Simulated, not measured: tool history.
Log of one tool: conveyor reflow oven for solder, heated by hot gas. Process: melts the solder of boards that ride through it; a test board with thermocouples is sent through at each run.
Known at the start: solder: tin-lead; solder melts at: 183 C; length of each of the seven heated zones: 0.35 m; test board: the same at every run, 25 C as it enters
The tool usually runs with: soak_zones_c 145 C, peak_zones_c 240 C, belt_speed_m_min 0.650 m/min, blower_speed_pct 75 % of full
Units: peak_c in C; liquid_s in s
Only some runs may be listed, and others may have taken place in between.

{"run": 1, "hour": 0.0, "soak_zones_c": 145, "peak_zones_c": 240, "belt_speed_m_min": 0.65, "blower_speed_pct": 75, "peak_c": 215.2, "liquid_s": 47.9}
{"run": 2, "hour": 33.8, "soak_zones_c": 145, "peak_zones_c": 240, "belt_speed_m_min": 0.65, "blower_speed_pct": 75, "peak_c": 214.5, "liquid_s": 48.6}
{"run": 3, "hour": 50.2, "soak_zones_c": 145, "peak_zones_c": 240, "belt_speed_m_min": 0.65, "blower_speed_pct": 75, "peak_c": 214.3, "liquid_s": 47.9}
{"run": 4, "hour": 88.8, "soak_zones_c": 145, "peak_zones_c": 240, "belt_speed_m_min": 0.65, "blower_speed_pct": 75, "peak_c": 214.1, "liquid_s": 47.4}
{"run": 5, "hour": 123.7, "soak_zones_c": 145, "peak_zones_c": 240, "belt_speed_m_min": 0.65, "blower_speed_pct": 64, "peak_c": 210.4, "liquid_s": 44.0}
{"run": 6, "hour": 150.8, "soak_zones_c": 145, "peak_zones_c": 240, "belt_speed_m_min": 0.65, "blower_speed_pct": 64, "peak_c": 210.5, "liquid_s": 44.0}
{"run": 7, "hour": 178.7, "soak_zones_c": 145, "peak_zones_c": 240, "belt_speed_m_min": 0.65, "blower_speed_pct": 64, "peak_c": 210.5, "liquid_s": 43.3}
{"run": 8, "hour": 216.5, "soak_zones_c": 145, "peak_zones_c": 240, "belt_speed_m_min": 0.65, "blower_speed_pct": 64, "peak_c": 210.8, "liquid_s": 43.0}
{"hour": 255.9, "done": "flux residue cleaned out of gas plates and filters"}
{"run": 9, "hour": 258.9, "soak_zones_c": 145, "peak_zones_c": 240, "belt_speed_m_min": 0.65, "blower_speed_pct": 64, "peak_c": 216.5, "liquid_s": 49.0}
{"run": 10, "hour": 291.1, "soak_zones_c": 145, "peak_zones_c": 240, "belt_speed_m_min": 0.65, "blower_speed_pct": 64, "peak_c": 215.4, "liquid_s": 49.4}
{"run": 11, "hour": 320.6, "soak_zones_c": 145, "peak_zones_c": 240, "belt_speed_m_min": 0.65, "blower_speed_pct": 57, "peak_c": 212.5, "liquid_s": 46.2}
{"run": 12, "hour": 357.5, "soak_zones_c": 145, "peak_zones_c": 240, "belt_speed_m_min": 0.65, "blower_speed_pct": 57, "peak_c": 212.4, "liquid_s": 46.0}
{"run": 13, "hour": 389.4, "soak_zones_c": 145, "peak_zones_c": 240, "belt_speed_m_min": 0.65, "blower_speed_pct": 57, "peak_c": 212.1, "liquid_s": 46.5}
{"run": 14, "hour": 412.5, "soak_zones_c": 145, "peak_zones_c": 240, "belt_speed_m_min": 0.65, "blower_speed_pct": 57, "peak_c": 213.0, "liquid_s": 46.1}
{"run": 15, "hour": 432.7, "soak_zones_c": 145, "peak_zones_c": 240, "belt_speed_m_min": 0.65, "blower_speed_pct": 67, "peak_c": 215.6, "liquid_s": 49.7}
{"run": 16, "hour": 470.9, "soak_zones_c": 145, "peak_zones_c": 240, "belt_speed_m_min": 0.65, "blower_speed_pct": 67, "peak_c": 215.3, "liquid_s": 48.2}
{"run": 17, "hour": 499.3, "soak_zones_c": 145, "peak_zones_c": 240, "belt_speed_m_min": 0.65, "blower_speed_pct": 67, "peak_c": 214.8, "liquid_s": 48.7}
{"run": 18, "hour": 518.3, "soak_zones_c": 143, "peak_zones_c": 234, "belt_speed_m_min": 0.58, "blower_speed_pct": 75, "peak_c": 215.5, "liquid_s": 55.6}
{"run": 19, "hour": 541.2, "soak_zones_c": 145, "peak_zones_c": 240, "belt_speed_m_min": 0.735, "blower_speed_pct": 75, "peak_c": 212.6, "liquid_s": 40.4}
{"hour": 547.3, "done": "belt drive overhauled, speed set with a stopwatch"}
{"run": 20, "hour": 566.6, "soak_zones_c": 136, "peak_zones_c": 245, "belt_speed_m_min": 0.576, "blower_speed_pct": 65, "peak_c": 220.2, "liquid_s": 56.1}
{"run": 21, "hour": 582.9, "soak_zones_c": 136, "peak_zones_c": 245, "belt_speed_m_min": 0.576, "blower_speed_pct": 65, "peak_c": 220.0, "liquid_s": 56.5}
{"run": 22, "hour": 607.6, "soak_zones_c": 139, "peak_zones_c": 253, "belt_speed_m_min": 0.576, "blower_speed_pct": 65, "peak_c": 227.5, "liquid_s": 62.2}
{"run": 23, "hour": 626.8, "soak_zones_c": 141, "peak_zones_c": 253, "belt_speed_m_min": 0.576, "blower_speed_pct": 79, "peak_c": 232.4, "liquid_s": 65.3}
{"run": 24, "hour": 654.1, "soak_zones_c": 152, "peak_zones_c": 253, "belt_speed_m_min": 0.576, "blower_speed_pct": 60, "peak_c": 227.4, "liquid_s": 67.8}
{"hour": 670.9, "done": "belt drive overhauled, speed set with a stopwatch, once more"}
{"hour": 672.9, "done": "thermocouples of zones 6 and 7 changed"}
{"run": 25, "hour": 676.4, "soak_zones_c": 152, "peak_zones_c": 253, "belt_speed_m_min": 0.576, "blower_speed_pct": 60, "peak_c": 228.0, "liquid_s": 65.3}
{"run": 26, "hour": 715.2, "soak_zones_c": 152, "peak_zones_c": 253, "belt_speed_m_min": 0.73, "blower_speed_pct": 76, "peak_c": 222.6, "liquid_s": 48.7}
{"run": 27, "hour": 745.3, "soak_zones_c": 152, "peak_zones_c": 253, "belt_speed_m_min": 0.73, "blower_speed_pct": 76, "peak_c": 222.4, "liquid_s": 48.8}
{"run": 28, "hour": 781.4, "soak_zones_c": 144, "peak_zones_c": 247, "belt_speed_m_min": 0.572, "blower_speed_pct": 80, "peak_c": 227.2, "liquid_s": 62.5}
{"run": 29, "hour": 805.9, "soak_zones_c": 137, "peak_zones_c": 229, "belt_speed_m_min": 0.669, "blower_speed_pct": 58, "peak_c": 197.4, "liquid_s": 24.8}
{"run": 30, "hour": 829.1, "soak_zones_c": 137, "peak_zones_c": 229, "belt_speed_m_min": 0.669, "blower_speed_pct": 58, "peak_c": 196.8, "liquid_s": 24.9}
{"run": 31, "hour": 861.8, "soak_zones_c": 137, "peak_zones_c": 229, "belt_speed_m_min": 0.669, "blower_speed_pct": 58, "peak_c": 196.9, "liquid_s": 24.8}

Predict each of these 4 candidate next runs independently; none follows another, all start after run 31:
{"run": "A", "hour": 884.7, "soak_zones_c": 145, "peak_zones_c": 249, "belt_speed_m_min": 0.651, "blower_speed_pct": 50, "peak_c": "?", "liquid_s": "?"}
{"run": "B", "hour": 884.7, "soak_zones_c": 150, "peak_zones_c": 229, "belt_speed_m_min": 0.767, "blower_speed_pct": 78, "peak_c": "?", "liquid_s": "?"}
{"run": "C", "hour": 884.7, "soak_zones_c": 137, "peak_zones_c": 229, "belt_speed_m_min": 0.576, "blower_speed_pct": 63, "peak_c": "?", "liquid_s": "?"}
{"run": "D", "hour": 884.7, "soak_zones_c": 137, "peak_zones_c": 229, "belt_speed_m_min": 0.669, "blower_speed_pct": 74, "peak_c": "?", "liquid_s": "?"}

run=A peak_c=210.8 liquid_s=42.7
run=B peak_c=201.3 liquid_s=30.0
run=C peak_c=204.9 liquid_s=40.2
run=D peak_c=201.5 liquid_s=32.0
Take away the tool's hidden state, keep each run's random variation, and the runs would have read:
run=A peak_c=216.2 liquid_s=47.7
run=B peak_c=207.3 liquid_s=36.6
run=C peak_c=209.8 liquid_s=46.3
run=D peak_c=207.4 liquid_s=38.8

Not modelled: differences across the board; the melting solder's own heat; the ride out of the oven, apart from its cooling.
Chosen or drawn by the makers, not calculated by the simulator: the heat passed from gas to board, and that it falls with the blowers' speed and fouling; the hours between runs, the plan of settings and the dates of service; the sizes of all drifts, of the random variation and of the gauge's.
